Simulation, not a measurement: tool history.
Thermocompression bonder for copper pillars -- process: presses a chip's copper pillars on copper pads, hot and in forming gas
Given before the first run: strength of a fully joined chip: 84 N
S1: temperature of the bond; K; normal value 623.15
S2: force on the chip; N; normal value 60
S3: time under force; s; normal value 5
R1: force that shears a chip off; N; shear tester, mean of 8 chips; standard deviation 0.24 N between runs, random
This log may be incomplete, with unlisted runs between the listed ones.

{"run": 1, "day": 0.0, "S1": 623.15, "S2": 60, "S3": 5, "R1": 40.8}
{"run": 2, "day": 1.579, "S1": 623.15, "S2": 60, "S3": 5, "R1": 40.3}
{"run": 3, "day": 3.0, "S1": 623.15, "S2": 86, "S3": 5, "R1": 48.2}
{"run": 4, "day": 4.571, "S1": 623.15, "S2": 46, "S3": 5, "R1": 35.6}
{"run": 5, "day": 5.371, "S1": 623.15, "S2": 60, "S3": 5, "R1": 40.2}
{"run": 6, "day": 6.538, "S1": 623.15, "S2": 60, "S3": 5, "R1": 40.9}
{"run": 7, "day": 7.442, "S1": 623.15, "S2": 60, "S3": 5, "R1": 41.2}
{"run": 8, "day": 8.233, "S1": 623.15, "S2": 60, "S3": 5, "R1": 40.4}
{"run": 9, "day": 9.154, "S1": 595.15, "S2": 60, "S3": 5, "R1": 29.8}
{"run": 10, "day": 10.983, "S1": 631.15, "S2": 60, "S3": 5, "R1": 44.2}
{"run": 11, "day": 12.371, "S1": 631.15, "S2": 60, "S3": 5, "R1": 44.5}
{"run": 12, "day": 13.383, "S1": 631.15, "S2": 60, "S3": 5, "R1": 44.1}
{"run": 13, "day": 14.271, "S1": 631.15, "S2": 60, "S3": 5, "R1": 44.4}
{"run": 14, "day": 16.167, "S1": 631.15, "S2": 60, "S3": 5, "R1": 44.9}
{"run": 15, "day": 17.238, "S1": 607.15, "S2": 60, "S3": 5, "R1": 34.4}
{"run": 16, "day": 18.121, "S1": 607.15, "S2": 60, "S3": 5, "R1": 34.7}
{"run": 17, "day": 19.058, "S1": 623.15, "S2": 60, "S3": 5, "R1": 41.4}
{"run": 18, "day": 20.483, "S1": 623.15, "S2": 60, "S3": 5, "R1": 41.4}
{"run": 19, "day": 21.308, "S1": 623.15, "S2": 60, "S3": 5, "R1": 41.2}
{"run": 20, "day": 23.175, "S1": 619.15, "S2": 60, "S3": 5, "R1": 39.7}
{"run": 21, "day": 25.025, "S1": 623.15, "S2": 60, "S3": 5, "R1": 41.4}
{"run": 22, "day": 26.546, "S1": 595.15, "S2": 60, "S3": 14, "R1": 44.2}
{"run": 23, "day": 27.996, "S1": 623.15, "S2": 60, "S3": 3, "R1": 34.4}
{"run": 24, "day": 28.904, "S1": 607.15, "S2": 60, "S3": 3, "R1": 28.8}
{"run": 25, "day": 29.783, "S1": 607.15, "S2": 60, "S3": 3, "R1": 28.9}
{"run": 26, "day": 30.712, "S1": 607.15, "S2": 60, "S3": 3, "R1": 28.6}
{"run": 27, "day": 32.583, "S1": 598.15, "S2": 60, "S3": 9, "R1": 39.3}
{"run": 28, "day": 33.971, "S1": 623.15, "S2": 51, "S3": 5, "R1": 38.3}
{"run": 29, "day": 34.758, "S1": 619.15, "S2": 37, "S3": 5, "R1": 30.6}
{"run": 30, "day": 36.138, "S1": 617.15, "S2": 60, "S3": 5, "R1": 39.4}
{"run": 31, "day": 37.862, "S1": 643.15, "S2": 79, "S3": 7, "R1": 62.4}
{"run": 32, "day": 39.067, "S1": 636.15, "S2": 37, "S3": 6, "R1": 39.6}
{"run": 33, "day": 40.154, "S1": 636.15, "S2": 37, "S3": 6, "R1": 39.4}
{"run": 34, "day": 41.433, "S1": 618.15, "S2": 46, "S3": 6, "R1": 36.9}
{"run": 35, "day": 42.196, "S1": 601.15, "S2": 73, "S3": 4, "R1": 33.9}
{"run": 36, "day": 42.954, "S1": 649.15, "S2": 67, "S3": 14, "R1": 70.7}
{"run": 37, "day": 44.5, "S1": 604.15, "S2": 75, "S3": 14, "R1": 52.4}
{"run": 38, "day": 45.629, "S1": 623.15, "S2": 41, "S3": 5, "R1": 33}
{"run": 39, "day": 47.329, "S1": 610.15, "S2": 51, "S3": 5, "R1": 32.4}
{"run": 40, "day": 48.733, "S1": 594.15, "S2": 46, "S3": 9, "R1": 32}
{"run": 41, "day": 50.025, "S1": 602.15, "S2": 87, "S3": 5, "R1": 40.1}

Put back what was entered between runs (4 entries, withheld): which listed runs does each sit between, and how does the hidden state differ from the listed run before to the listed run after?
In the gap between runs 6 and 7: forming gas filter changed (day 7.242)
  true temperature of the bond over the reading, C: -0.1 -> -0.2; oxide that the forming gas leaves, % of the face: 0.59 -> 0.51; drift of the gauge itself on shear_n, %: 0.44 -> 0.5
  measured result minus the result with no hidden state, R1: +0 -> +0.1 N
In the gap between runs 13 and 14: force cell calibrated (day 15.062)
  force that reaches the chip, % of what is set: 99.7 -> 100; drift of the gauge itself on shear_n, %: 0.97 -> 1.09
  measured result minus the result with no hidden state, R1: +0.3 -> +0.4 N
In the gap between runs 30 and 31: forming gas filter changed (day 37.296)
  oxide that the forming gas leaves, % of the face: 0.59 -> 0.5; drift of the gauge itself on shear_n, %: 2.44 -> 2.56
  measured result minus the result with no hidden state, R1: +0.8 -> +1.5 N
In the gap between runs 36 and 37: gauge calibrated (day 43.362)
  drift of the gauge itself on shear_n, %: 2.9 -> 0.08
  measured result minus the result with no hidden state, R1: +1.8 -> -0.1 N

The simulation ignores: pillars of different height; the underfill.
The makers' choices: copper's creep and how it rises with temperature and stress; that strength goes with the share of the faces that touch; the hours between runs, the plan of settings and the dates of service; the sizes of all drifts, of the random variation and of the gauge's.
